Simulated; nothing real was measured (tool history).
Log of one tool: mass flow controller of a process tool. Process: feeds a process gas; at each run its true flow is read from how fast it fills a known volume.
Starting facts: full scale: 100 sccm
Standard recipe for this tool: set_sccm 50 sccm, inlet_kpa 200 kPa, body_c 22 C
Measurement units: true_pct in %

{"run": 1, "day": 0.0, "set_sccm": 50, "inlet_kpa": 200, "body_c": 22, "true_pct": 101.89}
{"run": 2, "day": 16.433, "set_sccm": 50, "inlet_kpa": 182, "body_c": 22, "true_pct": 101.76}
{"run": 3, "day": 27.717, "set_sccm": 77, "inlet_kpa": 200, "body_c": 22, "true_pct": 102.78}
{"run": 4, "day": 45.517, "set_sccm": 50, "inlet_kpa": 200, "body_c": 22, "true_pct": 101.93}
{"run": 5, "day": 59.375, "set_sccm": 50, "inlet_kpa": 200, "body_c": 24, "true_pct": 101.8}
{"day": 66.829, "done": "controller's zero set anew"}
{"run": 6, "day": 75.104, "set_sccm": 50, "inlet_kpa": 200, "body_c": 24, "true_pct": 101.55}
{"run": 7, "day": 87.967, "set_sccm": 50, "inlet_kpa": 200, "body_c": 24, "true_pct": 101.42}
{"run": 8, "day": 102.379, "set_sccm": 50, "inlet_kpa": 200, "body_c": 24, "true_pct": 101.48}
{"run": 9, "day": 123.954, "set_sccm": 50, "inlet_kpa": 200, "body_c": 24, "true_pct": 101.29}
{"day": 125.558, "done": "controller exchanged for a calibrated one"}
{"run": 10, "day": 141.208, "set_sccm": 50, "inlet_kpa": 258, "body_c": 22, "true_pct": 99.21}
{"day": 151.179, "done": "controller's zero set anew, once more"}
{"run": 11, "day": 154.921, "set_sccm": 50, "inlet_kpa": 258, "body_c": 22, "true_pct": 99.38}
{"run": 12, "day": 170.767, "set_sccm": 50, "inlet_kpa": 258, "body_c": 22, "true_pct": 99.58}
{"run": 13, "day": 180.804, "set_sccm": 50, "inlet_kpa": 258, "body_c": 22, "true_pct": 99.49}
{"run": 14, "day": 202.575, "set_sccm": 50, "inlet_kpa": 258, "body_c": 22, "true_pct": 99.51}
{"run": 15, "day": 219.417, "set_sccm": 50, "inlet_kpa": 237, "body_c": 22, "true_pct": 99.54}
{"run": 16, "day": 236.638, "set_sccm": 50, "inlet_kpa": 217, "body_c": 22, "true_pct": 99.47}
{"run": 17, "day": 249.712, "set_sccm": 50, "inlet_kpa": 200, "body_c": 22, "true_pct": 99.49}
{"run": 18, "day": 265.921, "set_sccm": 50, "inlet_kpa": 200, "body_c": 22, "true_pct": 99.73}
{"run": 19, "day": 280.221, "set_sccm": 14, "inlet_kpa": 182, "body_c": 35, "true_pct": 96.45}
{"run": 20, "day": 293.471, "set_sccm": 28, "inlet_kpa": 171, "body_c": 35, "true_pct": 98.06}
{"run": 21, "day": 314.642, "set_sccm": 34, "inlet_kpa": 171, "body_c": 35, "true_pct": 98.37}
{"run": 22, "day": 324.967, "set_sccm": 34, "inlet_kpa": 171, "body_c": 35, "true_pct": 98.43}
{"run": 23, "day": 338.392, "set_sccm": 34, "inlet_kpa": 171, "body_c": 35, "true_pct": 98.4}
{"run": 24, "day": 355.488, "set_sccm": 34, "inlet_kpa": 159, "body_c": 23, "true_pct": 98.8}
{"run": 25, "day": 377.288, "set_sccm": 11, "inlet_kpa": 220, "body_c": 23, "true_pct": 94.14}
{"run": 26, "day": 401.05, "set_sccm": 50, "inlet_kpa": 200, "body_c": 21, "true_pct": 99.8}
{"run": 27, "day": 415.471, "set_sccm": 16, "inlet_kpa": 234, "body_c": 22, "true_pct": 95.51}
{"run": 28, "day": 432.9, "set_sccm": 16, "inlet_kpa": 234, "body_c": 22, "true_pct": 95.43}
{"day": 440.008, "done": "controller's zero set anew"}
{"run": 29, "day": 450.692, "set_sccm": 85, "inlet_kpa": 194, "body_c": 39, "true_pct": 101.43}
{"run": 30, "day": 474.742, "set_sccm": 50, "inlet_kpa": 152, "body_c": 22, "true_pct": 101.61}
{"run": 31, "day": 497.996, "set_sccm": 50, "inlet_kpa": 152, "body_c": 22, "true_pct": 101.6}
{"run": 32, "day": 512.862, "set_sccm": 50, "inlet_kpa": 152, "body_c": 22, "true_pct": 101.67}
{"run": 33, "day": 523.379, "set_sccm": 21, "inlet_kpa": 248, "body_c": 23, "true_pct": 100.15}
{"run": 34, "day": 539.092, "set_sccm": 13, "inlet_kpa": 174, "body_c": 28, "true_pct": 98.74}
{"run": 35, "day": 562.688, "set_sccm": 16, "inlet_kpa": 174, "body_c": 40, "true_pct": 98.58}
{"run": 36, "day": 579.95, "set_sccm": 12, "inlet_kpa": 253, "body_c": 26, "true_pct": 97.91}

Same runs, no hidden state in the tool, same run-to-run variation:
Hidden conditions of the tool in this case: flow at rest that the sensor doesn't see, % of full scale; true flow over the shown one, %; drift of the gauge itself on true_pct, %.
run=1 true_pct=99.33
run=2 true_pct=99.2
run=3 true_pct=99.73
run=4 true_pct=99.35
run=5 true_pct=99.21
run=6 true_pct=99.36
run=7 true_pct=99.21
run=8 true_pct=99.25
run=9 true_pct=99.04
run=10 true_pct=99.19
run=11 true_pct=99.17
run=12 true_pct=99.33
run=13 true_pct=99.25
run=14 true_pct=99.25
run=15 true_pct=99.27
run=16 true_pct=99.2
run=17 true_pct=99.22
run=18 true_pct=99.45
run=19 true_pct=98.25
run=20 true_pct=98.47
run=21 true_pct=98.54
run=22 true_pct=98.61
run=23 true_pct=98.61
run=24 true_pct=99.02
run=25 true_pct=98.73
run=26 true_pct=99.4
run=27 true_pct=98.61
run=28 true_pct=98.71
run=29 true_pct=99.22
run=30 true_pct=99.43
run=31 true_pct=99.39
run=32 true_pct=99.46
run=33 true_pct=98.7
run=34 true_pct=98.39
run=35 true_pct=98.03
run=36 true_pct=98.48
